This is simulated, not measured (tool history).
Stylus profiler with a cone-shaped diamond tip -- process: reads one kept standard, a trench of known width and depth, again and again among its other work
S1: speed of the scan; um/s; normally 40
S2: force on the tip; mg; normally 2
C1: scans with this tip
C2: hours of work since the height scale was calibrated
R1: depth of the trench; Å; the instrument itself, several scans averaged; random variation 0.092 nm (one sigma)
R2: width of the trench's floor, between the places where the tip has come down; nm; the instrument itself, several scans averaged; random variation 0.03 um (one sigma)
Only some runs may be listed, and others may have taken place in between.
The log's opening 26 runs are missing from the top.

| run | day | S1 | S2 | C1 | C2 | R1 | R2 |
|---|---|---|---|---|---|---|---|
| 27 | 50.3 | 55 | 1.49 | 2171 | 276 | 5060.9 | 26850 |
| 28 | 51.688 | 45 | 1.2 | 2362 | 300 | 5054.7 | 26860 |
| 29 | 53.708 | 45 | 1.2 | 2640 | 335 | 5053 | 26810 |
| 30 | 55.596 | 35 | 1.09 | 2899 | 368 | 5050.5 | 26920 |
| 31 | 57.146 | 35 | 1.09 | 3112 | 396 | 5049.8 | 26910 |
| 32 | 58.833 | 39 | 2.6 | 3344 | 425 | 5088 | 26940 |
| 33 | 61.654 | 39 | 2.6 | 3732 | 474 | 5089.7 | 26900 |
| 34 | 64.479 | 54 | 1.43 | 4121 | 524 | 5059 | 26860 |
| 35 | 67.421 | 35 | 0.69 | 4525 | 575 | 5037.4 | 26860 |
| 36 | 70.146 | 46 | 0.92 | 4900 | 623 | 5044 | 26880 |
| 37 | 72.683 | 29 | 2.41 | 5249 | 667 | 5085.6 | 26880 |
| 38 | 74.254 | 66 | 1 | 5465 | 694 | 5047.4 | 26750 |
| 39 | 76.342 | 66 | 1 | 5752 | 731 | 5045.5 | 26810 |
| 40 | 78.092 | 18 | 1.41 | 5993 | 762 | 5059.6 | 26980 |
| 41 | 80.521 | 12 | 0.88 | 6327 | 804 | 5042.3 | 26900 |
| 42 | 83.221 | 12 | 0.88 | 6698 | 851 | 5043.3 | 26910 |
| 43 | 86.288 | 12 | 0.88 | 7120 | 905 | 5044.5 | 26940 |
|  | 87.342 | height scale calibrated on a step standard |
| 44 | 87.988 | 12 | 0.88 | 7351 | 11 | 5042.3 | 26960 |
| 45 | 91.046 | 40 | 1.06 | 7771 | 65 | 5048.5 | 26830 |
| 46 | 92.867 | 13 | 3.56 | 8022 | 97 | 5107.9 | 26980 |

4 ways to go on from here, each from the tool as it stands after run 46. What would each give?
| A | 94.304 | 117 | 1.5 | 8220 | 122 | ? | ? |
| B | 94.304 | 38 | 2 | 8220 | 122 | ? | ? |
| C | 94.304 | 113 | 1.58 | 8220 | 122 | ? | ? |
| D | 94.304 | 13 | 0.71 | 8220 | 122 | ? | ? |

| run | R1 | R2 |
|---|---|---|
| A | 5060.3 | 26690 |
| B | 5072.5 | 26910 |
| C | 5063.8 | 26710 |
| D | 5037.8 | 26920 |
With no hidden state in the tool, these same runs would have given:
| run | R1 | R2 |
|---|---|---|
| A | 5060.3 | 26700 |
| B | 5072.5 | 26920 |
| C | 5063.8 | 26720 |
| D | 5037.8 | 26930 |
